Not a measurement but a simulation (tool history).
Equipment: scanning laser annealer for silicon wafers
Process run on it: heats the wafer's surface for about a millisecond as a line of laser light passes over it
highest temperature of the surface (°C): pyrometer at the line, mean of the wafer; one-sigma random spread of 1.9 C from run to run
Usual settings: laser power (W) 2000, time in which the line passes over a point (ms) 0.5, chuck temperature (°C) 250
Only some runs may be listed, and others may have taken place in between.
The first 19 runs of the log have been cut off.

run    hour  laser power (W)  time in which the line passes over a point (ms)  chuck temperature (°C)  highest temperature of the surface (°C)
 20   697.8             2000                                              0.5                     252                                     1065
 21   733.2             1753                                            0.356                     270                                      841
 22   763.7             1714                                              0.5                     250                                      916
 23   793.3             1714                                              0.5                     250                                      908
 24   814.5             2114                                            0.489                     278                                     1140
 25     848             2000                                            0.457                     243                                     1011
 26   871.5             2000                                            0.448                     259                                     1017
 27   901.8             2000                                            0.448                     259                                     1019
 28   942.6             2010                                             0.39                     250                                      956
 29   975.1             1804                                             0.39                     250                                      861
      994.2  -- window over the wafer cleaned
 30  1019.9             2000                                            0.582                     250                                     1166
 31  1067.8             1890                                            0.457                     241                                      985
 32  1096.4             2000                                            0.513                     257                                     1106
 33  1145.3             2000                                              0.5                     222                                     1060
 34  1174.7             2142                                            0.408                     232                                     1053
 35    1225             2142                                            0.408                     232                                     1050
 36  1269.9             2088                                            0.407                     252                                     1041
 37  1292.2             2088                                            0.609                     252                                     1227
 38  1320.4             2101                                            0.544                     231                                     1156
 39  1342.5             2101                                            0.544                     231                                     1157
 40  1380.1             1916                                             0.44                     262                                      991

Branching from run 40: 4 alternative next runs. What would each branch give?
  A  1421.1             1770                                              0.5                     250                                        ?
  B  1421.1             2053                                              0.5                     260                                        ?
  C  1421.1             1739                                             0.44                     260                                        ?
  D  1421.1             1751                                             0.53                     253                                        ?

run  highest temperature of the surface (°C)
  A                                      954
  B                                     1113
  C                                      901
  D                                      969
Stripped of hidden state, with their random variation kept, the same runs would have yielded:
run  highest temperature of the surface (°C)
  A                                      975
  B                                     1139
  C                                      921
  D                                      991
